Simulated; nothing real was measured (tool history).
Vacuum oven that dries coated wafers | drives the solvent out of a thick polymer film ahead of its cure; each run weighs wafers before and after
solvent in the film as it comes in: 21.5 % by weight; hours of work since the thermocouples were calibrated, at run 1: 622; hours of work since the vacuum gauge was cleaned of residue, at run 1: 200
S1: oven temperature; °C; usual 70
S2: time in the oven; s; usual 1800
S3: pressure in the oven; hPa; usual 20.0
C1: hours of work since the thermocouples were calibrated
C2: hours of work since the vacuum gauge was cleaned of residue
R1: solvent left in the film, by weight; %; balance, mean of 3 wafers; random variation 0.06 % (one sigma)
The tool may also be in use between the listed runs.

run,hour,S1,S2,S3,C1,C2,R1
1,0.0,70,1800,20.0,622,200,4.90
2,5.2,70,1800,20.0,625,203,4.85
3,12.0,70,1800,45.8,629,207,5.55
4,18.3,70,1800,20.0,633,210,4.86
5,29.1,68,1800,20.0,639,216,5.46
6,39.4,68,1800,20.0,645,222,5.50
7,50.8,68,1800,20.0,652,229,5.48
8,63.1,70,1800,20.0,659,236,4.85
9,69.7,70,1800,20.0,662,240,4.89
10,78.8,70,1800,20.0,668,245,4.91
# hour 81.6: oven's thermocouples calibrated
11,89.4,73,2520,27.5,5,250,2.59
12,99.3,78,2640,32.6,10,256,1.79
13,106.4,70,2040,20.0,14,260,4.17
# hour 114.5: oven's thermocouples calibrated, once more
14,116.6,63,2760,20.0,1,264,4.67
15,126.0,57,2040,10.9,7,270,8.11
16,137.9,57,1860,10.9,13,276,8.70

Some steps in R1 between neighbouring runs. How much of each would the tool show without its hidden state too (settings, what came in, random variation), and how much is left for the hidden state, with any gauge scatter that isn't in both results?
The hidden state here: true wafer temperature over the reading, C; true pressure over the reading, kPa; drift of the gauge itself on solvent_pct, %.
Run 12 -> 13: S1 78 -> 70, S2 2640 -> 2040, S3 32.6 -> 20.0. R1 +2.38 %: hidden state +0.06, all else +2.32.
Run 14 -> 15: S1 63 -> 57, S2 2760 -> 2040, S3 20.0 -> 10.9. R1 +3.44 %: hidden state +0.01, all else +3.43.
